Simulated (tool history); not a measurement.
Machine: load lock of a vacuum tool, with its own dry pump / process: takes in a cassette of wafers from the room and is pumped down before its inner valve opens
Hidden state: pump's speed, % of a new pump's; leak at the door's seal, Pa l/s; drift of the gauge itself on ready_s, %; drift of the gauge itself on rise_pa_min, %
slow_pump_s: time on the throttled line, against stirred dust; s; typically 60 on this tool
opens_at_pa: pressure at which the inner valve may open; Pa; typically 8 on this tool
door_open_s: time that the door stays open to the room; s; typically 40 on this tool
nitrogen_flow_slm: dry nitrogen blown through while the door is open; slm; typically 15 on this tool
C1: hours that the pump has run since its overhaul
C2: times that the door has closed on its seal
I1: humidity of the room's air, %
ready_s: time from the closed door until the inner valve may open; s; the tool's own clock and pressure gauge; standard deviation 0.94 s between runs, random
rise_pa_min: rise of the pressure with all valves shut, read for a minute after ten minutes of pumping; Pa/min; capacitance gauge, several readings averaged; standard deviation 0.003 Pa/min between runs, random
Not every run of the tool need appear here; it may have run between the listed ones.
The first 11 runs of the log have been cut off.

{"run": 12, "hour": 3113.4, "slow_pump_s": 60, "opens_at_pa": 8, "door_open_s": 40, "nitrogen_flow_slm": 29, "C1": 2980, "C2": 20668, "I1": 46.2, "ready_s": 151.2, "rise_pa_min": 0.253}
{"run": 13, "hour": 3319.6, "slow_pump_s": 60, "opens_at_pa": 8, "door_open_s": 40, "nitrogen_flow_slm": 29, "C1": 3186, "C2": 20966, "I1": 41.5, "ready_s": 151.2, "rise_pa_min": 0.252}
{"run": 14, "hour": 3566.8, "slow_pump_s": 60, "opens_at_pa": 8, "door_open_s": 40, "nitrogen_flow_slm": 29, "C1": 3434, "C2": 21322, "I1": 45, "ready_s": 150.7, "rise_pa_min": 0.262}
{"run": 15, "hour": 3901.7, "slow_pump_s": 60, "opens_at_pa": 8, "door_open_s": 40, "nitrogen_flow_slm": 29, "C1": 3768, "C2": 21805, "I1": 46.4, "ready_s": 150.9, "rise_pa_min": 0.27}
{"run": 16, "hour": 4208.8, "slow_pump_s": 60, "opens_at_pa": 8, "door_open_s": 40, "nitrogen_flow_slm": 29, "C1": 4075, "C2": 22248, "I1": 45, "ready_s": 152.9, "rise_pa_min": 0.271}
{"run": 17, "hour": 4573.4, "slow_pump_s": 32, "opens_at_pa": 8, "door_open_s": 40, "nitrogen_flow_slm": 15, "C1": 4440, "C2": 22775, "I1": 44.4, "ready_s": 132, "rise_pa_min": 0.285}
{"run": 18, "hour": 5003.2, "slow_pump_s": 60, "opens_at_pa": 8, "door_open_s": 40, "nitrogen_flow_slm": 9, "C1": 4870, "C2": 23395, "I1": 45.6, "ready_s": 153.2, "rise_pa_min": 0.308}
{"run": 19, "hour": 5295.7, "slow_pump_s": 60, "opens_at_pa": 8, "door_open_s": 40, "nitrogen_flow_slm": 9, "C1": 5162, "C2": 23817, "I1": 47.3, "ready_s": 151.4, "rise_pa_min": 0.318}
{"run": 20, "hour": 5542.4, "slow_pump_s": 60, "opens_at_pa": 8, "door_open_s": 40, "nitrogen_flow_slm": 9, "C1": 5409, "C2": 24172, "I1": 43, "ready_s": 152.6, "rise_pa_min": 0.322}
{"run": 21, "hour": 5715.8, "slow_pump_s": 54, "opens_at_pa": 12, "door_open_s": 87, "nitrogen_flow_slm": 34, "C1": 5582, "C2": 24423, "I1": 45, "ready_s": 144.9, "rise_pa_min": 0.32}
{"run": 22, "hour": 6007.5, "slow_pump_s": 54, "opens_at_pa": 12, "door_open_s": 40, "nitrogen_flow_slm": 34, "C1": 5874, "C2": 24844, "I1": 43.3, "ready_s": 145.4, "rise_pa_min": 0.316}
{"run": 23, "hour": 6428.1, "slow_pump_s": 58, "opens_at_pa": 12, "door_open_s": 30, "nitrogen_flow_slm": 34, "C1": 6295, "C2": 25450, "I1": 44.3, "ready_s": 148.7, "rise_pa_min": 0.328}
{"run": 24, "hour": 6801.5, "slow_pump_s": 58, "opens_at_pa": 12, "door_open_s": 30, "nitrogen_flow_slm": 34, "C1": 6668, "C2": 25989, "I1": 44.3, "ready_s": 148.4, "rise_pa_min": 0.342}
{"run": 25, "hour": 7227.4, "slow_pump_s": 60, "opens_at_pa": 8, "door_open_s": 40, "nitrogen_flow_slm": 11, "C1": 7094, "C2": 26604, "I1": 46.1, "ready_s": 156.4, "rise_pa_min": 0.365}
{"run": 26, "hour": 7414.9, "slow_pump_s": 60, "opens_at_pa": 8, "door_open_s": 40, "nitrogen_flow_slm": 11, "C1": 7282, "C2": 26874, "I1": 43.6, "ready_s": 153.4, "rise_pa_min": 0.367}
{"run": 27, "hour": 7761.6, "slow_pump_s": 60, "opens_at_pa": 8, "door_open_s": 40, "nitrogen_flow_slm": 11, "C1": 7628, "C2": 27374, "I1": 45.8, "ready_s": 154.5, "rise_pa_min": 0.387}
{"run": 28, "hour": 8120.0, "slow_pump_s": 31, "opens_at_pa": 8, "door_open_s": 40, "nitrogen_flow_slm": 44, "C1": 7987, "C2": 27891, "I1": 45.8, "ready_s": 134.6, "rise_pa_min": 0.374}
{"run": 29, "hour": 8528.8, "slow_pump_s": 44, "opens_at_pa": 7, "door_open_s": 40, "nitrogen_flow_slm": 37, "C1": 8396, "C2": 28481, "I1": 46.1, "ready_s": 146.1, "rise_pa_min": 0.383}
{"run": 30, "hour": 8843.2, "slow_pump_s": 60, "opens_at_pa": 8, "door_open_s": 40, "nitrogen_flow_slm": 34, "C1": 8710, "C2": 28935, "I1": 43.7, "ready_s": 155.2, "rise_pa_min": 0.389}
{"run": 31, "hour": 9189.6, "slow_pump_s": 69, "opens_at_pa": 8, "door_open_s": 40, "nitrogen_flow_slm": 34, "C1": 9056, "C2": 29434, "I1": 43.2, "ready_s": 162.6, "rise_pa_min": 0.411}
{"run": 32, "hour": 9463.4, "slow_pump_s": 35, "opens_at_pa": 11, "door_open_s": 40, "nitrogen_flow_slm": 34, "C1": 9330, "C2": 29829, "I1": 46.2, "ready_s": 135.2, "rise_pa_min": 0.409}
{"run": 33, "hour": 9837.9, "slow_pump_s": 35, "opens_at_pa": 8, "door_open_s": 143, "nitrogen_flow_slm": 34, "C1": 9705, "C2": 30370, "I1": 43.4, "ready_s": 139.5, "rise_pa_min": 0.448}

Run 34, settings as shown, results not yet in. Your forecast:
{"hour": 10154.8, "done": "dry pump taken out, an overhauled one fitted"}
{"run": 34, "hour": 10192.2, "slow_pump_s": 35, "opens_at_pa": 8, "door_open_s": 143, "nitrogen_flow_slm": 34, "C1": 37, "C2": 30872, "I1": 46.8, "ready_s": "?", "rise_pa_min": "?"}

ready_s: 128.8 s
rise_pa_min: 0.449 Pa/min
Minus the tool's unlogged condition, the same run would have read ready_s 129.2 s, rise_pa_min 0.053 Pa/min.
